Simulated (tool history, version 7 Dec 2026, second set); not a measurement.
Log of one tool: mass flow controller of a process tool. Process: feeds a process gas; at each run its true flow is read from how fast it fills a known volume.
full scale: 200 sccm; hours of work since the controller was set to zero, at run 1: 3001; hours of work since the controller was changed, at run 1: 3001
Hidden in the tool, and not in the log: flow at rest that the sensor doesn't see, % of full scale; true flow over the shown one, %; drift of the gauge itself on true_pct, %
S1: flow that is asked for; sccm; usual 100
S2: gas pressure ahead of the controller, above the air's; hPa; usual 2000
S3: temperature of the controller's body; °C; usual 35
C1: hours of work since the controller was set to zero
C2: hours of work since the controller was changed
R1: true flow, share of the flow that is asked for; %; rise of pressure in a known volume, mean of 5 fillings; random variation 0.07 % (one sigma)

{"run": 1, "hour": 0.0, "S1": 100, "S2": 2000, "S3": 35, "C1": 3001, "C2": 3001, "R1": 97.75}
{"run": 2, "hour": 148.2, "S1": 100, "S2": 2000, "S3": 35, "C1": 3118, "C2": 3118, "R1": 97.66}
{"run": 3, "hour": 287.9, "S1": 59, "S2": 2000, "S3": 35, "C1": 3228, "C2": 3228, "R1": 97.28}
{"run": 4, "hour": 414.7, "S1": 59, "S2": 2000, "S3": 35, "C1": 3328, "C2": 3328, "R1": 97.31}
{"run": 5, "hour": 575.2, "S1": 59, "S2": 2000, "S3": 35, "C1": 3454, "C2": 3454, "R1": 97.24}
{"run": 6, "hour": 827.4, "S1": 100, "S2": 2000, "S3": 35, "C1": 3652, "C2": 3652, "R1": 97.74}
{"run": 7, "hour": 1072.3, "S1": 100, "S2": 2440, "S3": 35, "C1": 3845, "C2": 3845, "R1": 97.82}
{"run": 8, "hour": 1215.6, "S1": 100, "S2": 2440, "S3": 35, "C1": 3958, "C2": 3958, "R1": 97.85}
{"run": 9, "hour": 1448.2, "S1": 100, "S2": 2440, "S3": 35, "C1": 4141, "C2": 4141, "R1": 97.92}
{"run": 10, "hour": 1580.9, "S1": 100, "S2": 2440, "S3": 35, "C1": 4246, "C2": 4246, "R1": 97.97}
{"run": 11, "hour": 1797.0, "S1": 100, "S2": 2440, "S3": 35, "C1": 4416, "C2": 4416, "R1": 97.79}
{"hour": 1945.4, "done": "controller's zero set anew"}
{"run": 12, "hour": 1945.4, "S1": 100, "S2": 2000, "S3": 35, "C1": 0, "C2": 4532, "R1": 97.7}
{"run": 13, "hour": 2066.2, "S1": 100, "S2": 2000, "S3": 35, "C1": 95, "C2": 4627, "R1": 97.71}
{"run": 14, "hour": 2330.9, "S1": 100, "S2": 2000, "S3": 35, "C1": 303, "C2": 4835, "R1": 97.79}
{"run": 15, "hour": 2521.4, "S1": 100, "S2": 2000, "S3": 35, "C1": 453, "C2": 4985, "R1": 97.81}
{"hour": 2714.0, "done": "controller exchanged for a calibrated one"}
{"run": 16, "hour": 2754.5, "S1": 100, "S2": 1920, "S3": 35, "C1": 32, "C2": 32, "R1": 97.64}
{"run": 17, "hour": 2896.7, "S1": 100, "S2": 2120, "S3": 35, "C1": 144, "C2": 144, "R1": 97.85}
{"run": 18, "hour": 3042.7, "S1": 100, "S2": 2240, "S3": 35, "C1": 259, "C2": 259, "R1": 97.87}
{"run": 19, "hour": 3289.6, "S1": 39, "S2": 2190, "S3": 34, "C1": 453, "C2": 453, "R1": 97.13}
{"run": 20, "hour": 3516.3, "S1": 39, "S2": 2190, "S3": 34, "C1": 631, "C2": 631, "R1": 97.12}

Forecast run 21:
{"run": 21, "hour": 3782.9, "S1": 39, "S2": 2190, "S3": 34, "C1": 841, "C2": 841, "R1": "?"}

Run 21 gave R1 97.12 %.
Without the tool's hidden state the same run would have given R1 97.11 %.
